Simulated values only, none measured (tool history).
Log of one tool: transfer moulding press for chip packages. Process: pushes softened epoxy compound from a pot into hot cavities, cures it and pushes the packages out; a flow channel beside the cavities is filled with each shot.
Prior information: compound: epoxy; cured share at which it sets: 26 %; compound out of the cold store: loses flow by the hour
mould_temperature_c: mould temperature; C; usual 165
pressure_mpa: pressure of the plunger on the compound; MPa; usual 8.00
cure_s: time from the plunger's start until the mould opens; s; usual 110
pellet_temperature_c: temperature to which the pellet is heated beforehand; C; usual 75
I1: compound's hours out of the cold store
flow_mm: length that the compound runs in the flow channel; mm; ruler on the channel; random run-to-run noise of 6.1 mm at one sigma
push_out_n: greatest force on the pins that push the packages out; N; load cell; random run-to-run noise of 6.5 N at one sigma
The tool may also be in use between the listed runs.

run 1 hour=0.0 | mould_temperature_c=165 pressure_mpa=8.00 cure_s=110 pellet_temperature_c=75 | I1=24.6 | flow_mm=707 push_out_n=271
run 2 hour=44.5 | mould_temperature_c=165 pressure_mpa=8.00 cure_s=110 pellet_temperature_c=75 | I1=30.7 | flow_mm=695 push_out_n=264
-- hour=72.8 cavities cleaned with cleaning compound and waxed
run 3 hour=82.3 | mould_temperature_c=165 pressure_mpa=6.05 cure_s=110 pellet_temperature_c=75 | I1=17.2 | flow_mm=629 push_out_n=271
run 4 hour=106.0 | mould_temperature_c=165 pressure_mpa=6.05 cure_s=110 pellet_temperature_c=75 | I1=34.1 | flow_mm=594 push_out_n=274
run 5 hour=155.9 | mould_temperature_c=165 pressure_mpa=6.05 cure_s=110 pellet_temperature_c=75 | I1=46.4 | flow_mm=578 push_out_n=255
run 6 hour=178.0 | mould_temperature_c=165 pressure_mpa=8.00 cure_s=110 pellet_temperature_c=75 | I1=16.5 | flow_mm=719 push_out_n=268
-- hour=198.6 cavities cleaned with cleaning compound and waxed
run 7 hour=225.6 | mould_temperature_c=165 pressure_mpa=8.00 cure_s=110 pellet_temperature_c=75 | I1=16.2 | flow_mm=719 push_out_n=277
run 8 hour=272.9 | mould_temperature_c=165 pressure_mpa=8.00 cure_s=110 pellet_temperature_c=75 | I1=8.7 | flow_mm=729 push_out_n=270
-- hour=324.4 cavities cleaned with cleaning compound and waxed
run 9 hour=324.4 | mould_temperature_c=165 pressure_mpa=8.00 cure_s=110 pellet_temperature_c=75 | I1=40.5 | flow_mm=665 push_out_n=269
run 10 hour=350.7 | mould_temperature_c=158 pressure_mpa=8.00 cure_s=110 pellet_temperature_c=75 | I1=45.9 | flow_mm=672 push_out_n=430
run 11 hour=375.2 | mould_temperature_c=158 pressure_mpa=8.00 cure_s=110 pellet_temperature_c=75 | I1=19.2 | flow_mm=735 push_out_n=456
run 12 hour=406.1 | mould_temperature_c=158 pressure_mpa=8.00 cure_s=110 pellet_temperature_c=75 | I1=18.0 | flow_mm=716 push_out_n=458
-- hour=411.1 plunger's sealing rings changed
run 13 hour=431.2 | mould_temperature_c=163 pressure_mpa=8.00 cure_s=108 pellet_temperature_c=75 | I1=36.5 | flow_mm=686 push_out_n=318
-- hour=452.3 cavities cleaned with cleaning compound and waxed
run 14 hour=464.2 | mould_temperature_c=162 pressure_mpa=8.22 cure_s=140 pellet_temperature_c=66 | I1=24.9 | flow_mm=717 push_out_n=222
run 15 hour=508.0 | mould_temperature_c=168 pressure_mpa=8.00 cure_s=110 pellet_temperature_c=76 | I1=21.1 | flow_mm=698 push_out_n=219
run 16 hour=560.2 | mould_temperature_c=168 pressure_mpa=8.00 cure_s=110 pellet_temperature_c=76 | I1=18.5 | flow_mm=696 push_out_n=230
-- hour=579.1 cavities cleaned with cleaning compound and waxed
run 17 hour=612.2 | mould_temperature_c=165 pressure_mpa=8.00 cure_s=101 pellet_temperature_c=75 | I1=27.7 | flow_mm=700 push_out_n=307
run 18 hour=634.5 | mould_temperature_c=165 pressure_mpa=8.00 cure_s=101 pellet_temperature_c=75 | I1=41.0 | flow_mm=668 push_out_n=305
run 19 hour=663.2 | mould_temperature_c=160 pressure_mpa=7.13 cure_s=140 pellet_temperature_c=81 | I1=19.0 | flow_mm=682 push_out_n=241
-- hour=674.8 mould's thermocouples calibrated
-- hour=707.0 cavities cleaned with cleaning compound and waxed
run 20 hour=719.2 | mould_temperature_c=170 pressure_mpa=7.13 cure_s=129 pellet_temperature_c=81 | I1=8.5 | flow_mm=683 push_out_n=181
run 21 hour=761.1 | mould_temperature_c=170 pressure_mpa=7.13 cure_s=129 pellet_temperature_c=81 | I1=34.7 | flow_mm=635 push_out_n=189
run 22 hour=791.1 | mould_temperature_c=170 pressure_mpa=7.13 cure_s=129 pellet_temperature_c=81 | I1=39.7 | flow_mm=626 push_out_n=189
-- hour=831.7 cavities cleaned with cleaning compound and waxed
run 23 hour=842.7 | mould_temperature_c=170 pressure_mpa=8.24 cure_s=142 pellet_temperature_c=84 | I1=40.5 | flow_mm=670 push_out_n=194
run 24 hour=889.0 | mould_temperature_c=165 pressure_mpa=6.12 cure_s=98 pellet_temperature_c=80 | I1=43.6 | flow_mm=574 push_out_n=321

Consider 5 possible next runs. They are alternatives, not a sequence: every one starts from the tool as it was left by run 24. What does each give?
run A hour=941.8 | mould_temperature_c=165 pressure_mpa=8.00 cure_s=146 pellet_temperature_c=75 | I1=15.6 | flow_mm=? push_out_n=?
run B hour=941.8 | mould_temperature_c=160 pressure_mpa=6.12 cure_s=98 pellet_temperature_c=80 | I1=17.1 | flow_mm=? push_out_n=?
run C hour=941.8 | mould_temperature_c=165 pressure_mpa=8.00 cure_s=120 pellet_temperature_c=75 | I1=35.1 | flow_mm=? push_out_n=?
run D hour=941.8 | mould_temperature_c=159 pressure_mpa=6.12 cure_s=92 pellet_temperature_c=67 | I1=30.7 | flow_mm=? push_out_n=?
run E hour=941.8 | mould_temperature_c=170 pressure_mpa=6.12 cure_s=98 pellet_temperature_c=80 | I1=29.5 | flow_mm=? push_out_n=?

run=A flow_mm=718 push_out_n=201
run=B flow_mm=640 push_out_n=498
run=C flow_mm=688 push_out_n=239
run=D flow_mm=605 push_out_n=616
run=E flow_mm=598 push_out_n=242
Without the tool's unlogged condition, the same runs would have read:
run=A flow_mm=719 push_out_n=198
run=B flow_mm=640 push_out_n=491
run=C flow_mm=689 push_out_n=236
run=D flow_mm=606 push_out_n=608
run=E flow_mm=599 push_out_n=239
